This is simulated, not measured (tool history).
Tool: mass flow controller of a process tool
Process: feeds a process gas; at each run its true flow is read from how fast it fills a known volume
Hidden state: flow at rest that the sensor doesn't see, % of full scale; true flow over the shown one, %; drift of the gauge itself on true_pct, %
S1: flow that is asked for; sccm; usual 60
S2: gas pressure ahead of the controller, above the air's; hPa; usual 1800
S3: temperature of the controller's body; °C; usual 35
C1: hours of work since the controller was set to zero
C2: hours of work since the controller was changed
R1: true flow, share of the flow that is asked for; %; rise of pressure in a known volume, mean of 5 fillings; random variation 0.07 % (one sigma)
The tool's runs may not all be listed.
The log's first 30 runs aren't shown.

run,day,S1,S2,S3,C1,C2,R1
31,120.208,62,1990,25,115,2683,101.56
32,124.762,23,1990,25,188,2756,102.89
33,129.554,19,2610,25,263,2831,102.95
34,133.062,58,1800,29,319,2887,101.49
35,136.396,28,2210,24,372,2940,102.59
36,138.992,28,1670,33,413,2981,102.05
37,141.400,28,1670,33,451,3019,101.97
# day 141.912: controller's zero set anew, once more
38,145.767,11,1440,27,61,3088,101.40
39,150.833,11,1440,27,141,3168,101.24
40,155.517,11,1440,23,215,3242,101.84
41,158.483,48,1800,34,262,3289,100.48
42,161.200,60,1800,21,305,3332,101.82

5 ways to go on from here, each from the tool as it stands after run 42. What would each give?
A,165.121,60,2330,22,368,3394,?
B,165.121,22,2700,21,368,3394,?
C,165.121,11,2070,40,368,3394,?
D,165.121,60,1800,31,368,3394,?
E,165.121,60,1630,21,368,3394,?

run,R1
A,101.38
B,101.13
C,99.84
D,100.83
E,102.07
Without the tool's hidden state the same runs would have given:
run,R1
A,99.69
B,99.16
C,97.43
D,99.14
E,100.38

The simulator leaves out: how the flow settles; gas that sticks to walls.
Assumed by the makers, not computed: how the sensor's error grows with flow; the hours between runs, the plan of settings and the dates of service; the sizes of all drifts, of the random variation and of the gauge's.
